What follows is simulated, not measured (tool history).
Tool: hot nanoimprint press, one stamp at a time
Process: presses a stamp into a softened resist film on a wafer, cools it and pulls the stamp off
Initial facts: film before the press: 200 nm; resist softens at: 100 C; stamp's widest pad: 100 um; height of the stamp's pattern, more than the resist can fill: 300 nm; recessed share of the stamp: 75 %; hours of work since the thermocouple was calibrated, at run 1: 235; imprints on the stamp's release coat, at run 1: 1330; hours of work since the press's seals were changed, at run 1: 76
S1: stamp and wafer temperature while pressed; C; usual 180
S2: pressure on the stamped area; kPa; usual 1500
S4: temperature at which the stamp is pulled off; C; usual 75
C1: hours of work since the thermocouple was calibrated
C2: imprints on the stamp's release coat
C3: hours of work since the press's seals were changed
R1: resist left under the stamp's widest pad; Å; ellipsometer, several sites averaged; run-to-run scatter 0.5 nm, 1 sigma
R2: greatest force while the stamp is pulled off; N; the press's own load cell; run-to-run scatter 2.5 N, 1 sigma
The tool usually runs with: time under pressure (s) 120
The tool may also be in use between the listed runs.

{"run": 1, "hour": 0.0, "S1": 180, "S2": 1500, "time under pressure (s)": 120, "S4": 75, "C1": 235, "C2": 1330, "C3": 76, "R1": 996, "R2": 117}
{"run": 2, "hour": 27.6, "S1": 180, "S2": 1500, "time under pressure (s)": 120, "S4": 63, "C1": 252, "C2": 1437, "C3": 93, "R1": 992, "R2": 133}
{"run": 3, "hour": 50.5, "S1": 180, "S2": 1500, "time under pressure (s)": 120, "S4": 63, "C1": 265, "C2": 1525, "C3": 107, "R1": 983, "R2": 127}
{"run": 4, "hour": 82.9, "S1": 180, "S2": 1500, "time under pressure (s)": 120, "S4": 63, "C1": 285, "C2": 1650, "C3": 126, "R1": 989, "R2": 132}
{"run": 5, "hour": 114.0, "S1": 180, "S2": 1500, "time under pressure (s)": 120, "S4": 63, "C1": 304, "C2": 1771, "C3": 145, "R1": 982, "R2": 137}
{"run": 6, "hour": 128.5, "S1": 180, "S2": 1500, "time under pressure (s)": 120, "S4": 63, "C1": 312, "C2": 1827, "C3": 154, "R1": 980, "R2": 131}
{"hour": 143.6, "done": "stamp cleaned and given a new release coat"}
{"run": 7, "hour": 150.6, "S1": 180, "S2": 1500, "time under pressure (s)": 120, "S4": 75, "C1": 322, "C2": 27, "C3": 164, "R1": 983, "R2": 121}
{"run": 8, "hour": 182.4, "S1": 180, "S2": 1500, "time under pressure (s)": 120, "S4": 75, "C1": 341, "C2": 150, "C3": 183, "R1": 992, "R2": 115}
{"run": 9, "hour": 204.8, "S1": 180, "S2": 1590, "time under pressure (s)": 120, "S4": 75, "C1": 355, "C2": 236, "C3": 196, "R1": 965, "R2": 117}
{"run": 10, "hour": 233.7, "S1": 180, "S2": 1500, "time under pressure (s)": 76, "S4": 75, "C1": 372, "C2": 348, "C3": 214, "R1": 1155, "R2": 116}
{"run": 11, "hour": 261.4, "S1": 180, "S2": 1500, "time under pressure (s)": 76, "S4": 75, "C1": 389, "C2": 455, "C3": 230, "R1": 1145, "R2": 115}
{"run": 12, "hour": 277.3, "S1": 172, "S2": 1500, "time under pressure (s)": 76, "S4": 75, "C1": 398, "C2": 517, "C3": 240, "R1": 1446, "R2": 118}
{"run": 13, "hour": 307.2, "S1": 180, "S2": 1500, "time under pressure (s)": 120, "S4": 75, "C1": 416, "C2": 632, "C3": 258, "R1": 986, "R2": 119}
{"run": 14, "hour": 334.0, "S1": 180, "S2": 1500, "time under pressure (s)": 120, "S4": 75, "C1": 433, "C2": 736, "C3": 274, "R1": 987, "R2": 115}
{"hour": 341.6, "done": "plate thermocouple calibrated"}
{"run": 15, "hour": 364.2, "S1": 180, "S2": 1500, "time under pressure (s)": 76, "S4": 75, "C1": 14, "C2": 841, "C3": 291, "R1": 1163, "R2": 117}
{"run": 16, "hour": 384.1, "S1": 180, "S2": 1500, "time under pressure (s)": 76, "S4": 75, "C1": 26, "C2": 918, "C3": 303, "R1": 1152, "R2": 114}
{"run": 17, "hour": 403.7, "S1": 171, "S2": 1250, "time under pressure (s)": 99, "S4": 70, "C1": 37, "C2": 994, "C3": 314, "R1": 1473, "R2": 124}
{"run": 18, "hour": 437.7, "S1": 169, "S2": 1290, "time under pressure (s)": 100, "S4": 66, "C1": 58, "C2": 1125, "C3": 335, "R1": 1534, "R2": 129}
{"run": 19, "hour": 452.1, "S1": 190, "S2": 1200, "time under pressure (s)": 120, "S4": 75, "C1": 67, "C2": 1180, "C3": 343, "R1": 773, "R2": 115}
{"run": 20, "hour": 469.1, "S1": 174, "S2": 1000, "time under pressure (s)": 185, "S4": 75, "C1": 77, "C2": 1246, "C3": 354, "R1": 1225, "R2": 122}
{"run": 21, "hour": 485.1, "S1": 174, "S2": 2290, "time under pressure (s)": 185, "S4": 75, "C1": 86, "C2": 1308, "C3": 363, "R1": 879, "R2": 118}
{"run": 22, "hour": 501.6, "S1": 180, "S2": 1820, "time under pressure (s)": 120, "S4": 62, "C1": 96, "C2": 1372, "C3": 373, "R1": 911, "R2": 128}
{"run": 23, "hour": 524.5, "S1": 180, "S2": 1430, "time under pressure (s)": 212, "S4": 71, "C1": 110, "C2": 1460, "C3": 387, "R1": 811, "R2": 125}
{"run": 24, "hour": 542.1, "S1": 180, "S2": 1390, "time under pressure (s)": 212, "S4": 60, "C1": 121, "C2": 1528, "C3": 398, "R1": 825, "R2": 139}
{"run": 25, "hour": 562.0, "S1": 188, "S2": 1390, "time under pressure (s)": 68, "S4": 60, "C1": 133, "C2": 1605, "C3": 410, "R1": 964, "R2": 132}
{"run": 26, "hour": 591.0, "S1": 175, "S2": 1500, "time under pressure (s)": 82, "S4": 75, "C1": 150, "C2": 1717, "C3": 427, "R1": 1311, "R2": 119}
{"run": 27, "hour": 612.4, "S1": 175, "S2": 1500, "time under pressure (s)": 82, "S4": 75, "C1": 163, "C2": 1800, "C3": 440, "R1": 1304, "R2": 120}
{"hour": 635.5, "done": "stamp cleaned and given a new release coat"}
{"run": 28, "hour": 643.9, "S1": 175, "S2": 1500, "time under pressure (s)": 82, "S4": 75, "C1": 179, "C2": 33, "C3": 455, "R1": 1299, "R2": 123}
{"run": 29, "hour": 675.6, "S1": 175, "S2": 1500, "time under pressure (s)": 82, "S4": 75, "C1": 198, "C2": 155, "C3": 475, "R1": 1316, "R2": 114}

Here are 3 independent what-if runs from the current tool condition. What would each one return?
{"run": "A", "hour": 689.8, "S1": 175, "S2": 2110, "time under pressure (s)": 188, "S4": 76, "C1": 206, "C2": 210, "C3": 483, "R1": "?", "R2": "?"}
{"run": "B", "hour": 689.8, "S1": 180, "S2": 1540, "time under pressure (s)": 82, "S4": 65, "C1": 206, "C2": 210, "C3": 483, "R1": "?", "R2": "?"}
{"run": "C", "hour": 689.8, "S1": 172, "S2": 1470, "time under pressure (s)": 120, "S4": 61, "C1": 206, "C2": 210, "C3": 483, "R1": "?", "R2": "?"}

run=A R1=866 R2=116
run=B R1=1111 R2=128
run=C R1=1290 R2=132
With the hidden condition removed and each run's random variation left untouched, the same runs would have given:
run=A R1=866 R2=115
run=B R1=1111 R2=128
run=C R1=1290 R2=132
